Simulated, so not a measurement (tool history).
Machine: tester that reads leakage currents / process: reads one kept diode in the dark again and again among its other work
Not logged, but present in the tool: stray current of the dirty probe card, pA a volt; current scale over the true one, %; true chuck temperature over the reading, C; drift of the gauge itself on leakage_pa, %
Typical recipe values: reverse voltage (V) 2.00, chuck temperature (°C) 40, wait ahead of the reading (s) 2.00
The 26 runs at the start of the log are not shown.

run	day	reverse voltage (V)	chuck temperature (°C)	wait ahead of the reading (s)	hours of work since the probe card was cleaned	hours of work since the tester was calibrated	hours of work since the chuck was calibrated	current that the tester gives (pA)
27	69.242	2.25	36	9.06	673	1194	1545	269.97
28	71.071	2.25	36	9.06	694	1215	1566	272.17
29	72.658	7.73	53	5.33	711	1232	1583	1448.63
30	75.679	7.73	53	5.33	745	1266	1617	1444.13
31	78.308	8.73	21	8.87	774	1296	1647	128.56
32	81.767	2.16	40	1.10	813	1334	1685	362.07
33	85.100	9.77	40	5.26	850	1371	1722	611.35
34	88.379	2.00	40	5.50	887	1408	1759	353.26
35	91.825	1.43	58	3.32	925	1447	1798	1124.95
36	94.958	1.43	58	3.32	960	1482	1833	1132.06
37	97.446	1.01	30	1.14	988	1509	1860	127.96
38	99.229	1.39	49	5.59	1008	1529	1880	597.58
39	101.804	5.95	40	0.36	1037	1558	1909	522.14
40	105.500	6.18	41	7.72	1078	1599	1950	561.98

3 ways to go on from here, each from the tool as it stands after run 40. What would each give?
A	107.583	2.00	40	0.33	1101	1623	1974	?
B	107.583	19.16	25	4.10	1101	1623	1974	?
C	107.583	9.09	48	2.86	1101	1623	1974	?

run	current that the tester gives (pA)
A	354.47
B	239.45
C	1076.01
Stripped of hidden state, with their random variation kept, the same runs would have yielded:
run	current that the tester gives (pA)
A	354.81
B	239.62
C	1076.99

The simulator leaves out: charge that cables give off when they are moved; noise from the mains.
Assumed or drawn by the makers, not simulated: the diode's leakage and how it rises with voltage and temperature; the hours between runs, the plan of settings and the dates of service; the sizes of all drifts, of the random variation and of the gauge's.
